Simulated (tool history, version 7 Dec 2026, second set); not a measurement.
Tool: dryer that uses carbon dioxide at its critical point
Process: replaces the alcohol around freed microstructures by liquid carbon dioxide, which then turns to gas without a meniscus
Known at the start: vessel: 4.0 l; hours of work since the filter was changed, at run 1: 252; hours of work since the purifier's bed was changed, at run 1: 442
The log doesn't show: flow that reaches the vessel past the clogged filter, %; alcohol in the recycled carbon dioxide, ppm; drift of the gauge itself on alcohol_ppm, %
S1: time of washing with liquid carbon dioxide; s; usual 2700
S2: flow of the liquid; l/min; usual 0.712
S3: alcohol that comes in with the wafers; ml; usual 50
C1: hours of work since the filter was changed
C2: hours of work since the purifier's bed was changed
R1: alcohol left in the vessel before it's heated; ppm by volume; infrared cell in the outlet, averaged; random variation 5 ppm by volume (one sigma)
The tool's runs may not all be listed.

run 1 hour=0 | S1=2700 S2=0.712 S3=50 | C1=252 C2=442 | R1=178
run 2 hour=62 | S1=2700 S2=0.712 S3=50 | C1=271 C2=461 | R1=188
run 3 hour=110 | S1=2700 S2=0.712 S3=115 | C1=285 C2=475 | R1=216
run 4 hour=164.2 | S1=2700 S2=0.712 S3=115 | C1=302 C2=492 | R1=234
run 5 hour=230.2 | S1=2700 S2=0.712 S3=115 | C1=322 C2=512 | R1=228
run 6 hour=264.5 | S1=2700 S2=0.712 S3=115 | C1=332 C2=522 | R1=241
run 7 hour=316.1 | S1=2700 S2=0.712 S3=115 | C1=348 C2=538 | R1=263
run 8 hour=372.5 | S1=2700 S2=1.143 S3=115 | C1=365 C2=555 | R1=196
run 9 hour=402.8 | S1=2700 S2=1.143 S3=115 | C1=375 C2=564 | R1=187
run 10 hour=468.7 | S1=2700 S2=0.712 S3=50 | C1=395 C2=584 | R1=226
run 11 hour=505.3 | S1=2700 S2=0.781 S3=50 | C1=406 C2=596 | R1=212
run 12 hour=565.6 | S1=2700 S2=0.781 S3=50 | C1=424 C2=614 | R1=206
run 13 hour=596.8 | S1=2700 S2=0.712 S3=50 | C1=434 C2=623 | R1=230
run 14 hour=634.1 | S1=2700 S2=0.712 S3=50 | C1=445 C2=635 | R1=258
-- hour=653.5 inlet filter changed
run 15 hour=670.3 | S1=2700 S2=0.712 S3=86 | C1=5 C2=645 | R1=245
run 16 hour=722.2 | S1=2700 S2=0.712 S3=86 | C1=21 C2=661 | R1=262
run 17 hour=749.7 | S1=2700 S2=0.712 S3=50 | C1=29 C2=670 | R1=241
run 18 hour=779 | S1=2700 S2=0.712 S3=50 | C1=38 C2=679 | R1=230
run 19 hour=805.9 | S1=2700 S2=0.712 S3=39 | C1=46 C2=687 | R1=241
run 20 hour=867.8 | S1=2700 S2=0.712 S3=39 | C1=65 C2=706 | R1=252
run 21 hour=911.5 | S1=2700 S2=0.712 S3=39 | C1=79 C2=719 | R1=254
-- hour=918.8 purifier's bed changed
run 22 hour=977.1 | S1=2700 S2=0.712 S3=39 | C1=98 C2=18 | R1=20
run 23 hour=1039.9 | S1=2700 S2=0.712 S3=39 | C1=117 C2=37 | R1=35
run 24 hour=1095.2 | S1=2700 S2=0.506 S3=41 | C1=134 C2=54 | R1=136
run 25 hour=1125.1 | S1=1980 S2=0.712 S3=50 | C1=143 C2=63 | R1=156
run 26 hour=1158.6 | S1=2760 S2=0.826 S3=50 | C1=153 C2=73 | R1=41
run 27 hour=1210.7 | S1=2220 S2=0.712 S3=24 | C1=169 C2=89 | R1=65
run 28 hour=1238.9 | S1=2220 S2=0.712 S3=24 | C1=177 C2=97 | R1=67
run 29 hour=1280 | S1=2220 S2=0.712 S3=24 | C1=190 C2=110 | R1=89
run 30 hour=1340.8 | S1=2220 S2=0.712 S3=24 | C1=208 C2=129 | R1=82
run 31 hour=1397 | S1=3420 S2=0.444 S3=24 | C1=226 C2=146 | R1=103
run 32 hour=1426.6 | S1=3060 S2=0.862 S3=28 | C1=235 C2=155 | R1=54
run 33 hour=1476.1 | S1=3060 S2=0.862 S3=28 | C1=250 C2=170 | R1=59
run 34 hour=1516 | S1=2700 S2=0.712 S3=21 | C1=262 C2=182 | R1=77
run 35 hour=1547.6 | S1=2700 S2=0.712 S3=21 | C1=271 C2=192 | R1=87
run 36 hour=1610.2 | S1=2700 S2=0.712 S3=21 | C1=290 C2=211 | R1=93
run 37 hour=1657 | S1=2700 S2=0.712 S3=21 | C1=305 C2=225 | R1=96
run 38 hour=1699.2 | S1=2280 S2=0.712 S3=21 | C1=318 C2=238 | R1=113
run 39 hour=1729.7 | S1=2700 S2=0.843 S3=20 | C1=327 C2=247 | R1=98
run 40 hour=1790.4 | S1=2700 S2=0.843 S3=20 | C1=345 C2=265 | R1=111
run 41 hour=1831.8 | S1=2700 S2=0.843 S3=20 | C1=358 C2=278 | R1=102
run 42 hour=1889.9 | S1=2700 S2=0.626 S3=34 | C1=376 C2=296 | R1=150
run 43 hour=1924.3 | S1=2700 S2=1.055 S3=56 | C1=386 C2=306 | R1=115
run 44 hour=1958.7 | S1=2700 S2=1.055 S3=56 | C1=397 C2=317 | R1=124
run 45 hour=2007.5 | S1=2400 S2=0.712 S3=67 | C1=411 C2=332 | R1=202
run 46 hour=2038.2 | S1=1980 S2=0.729 S3=75 | C1=421 C2=341 | R1=339

4 ways to go on from here, each from the tool as it stands after run 46. What would each give?
run A hour=2100.2 | S1=1980 S2=0.505 S3=73 | C1=440 C2=360 | R1=?
run B hour=2100.2 | S1=1980 S2=0.957 S3=22 | C1=440 C2=360 | R1=?
run C hour=2100.2 | S1=1980 S2=0.845 S3=75 | C1=440 C2=360 | R1=?
run D hour=2100.2 | S1=4080 S2=0.729 S3=29 | C1=440 C2=360 | R1=?

run=A R1=951
run=B R1=143
run=C R1=244
run=D R1=138
Without the tool's hidden state the same runs would have given:
run=A R1=644
run=B R1=14
run=C R1=85
run=D R1=14
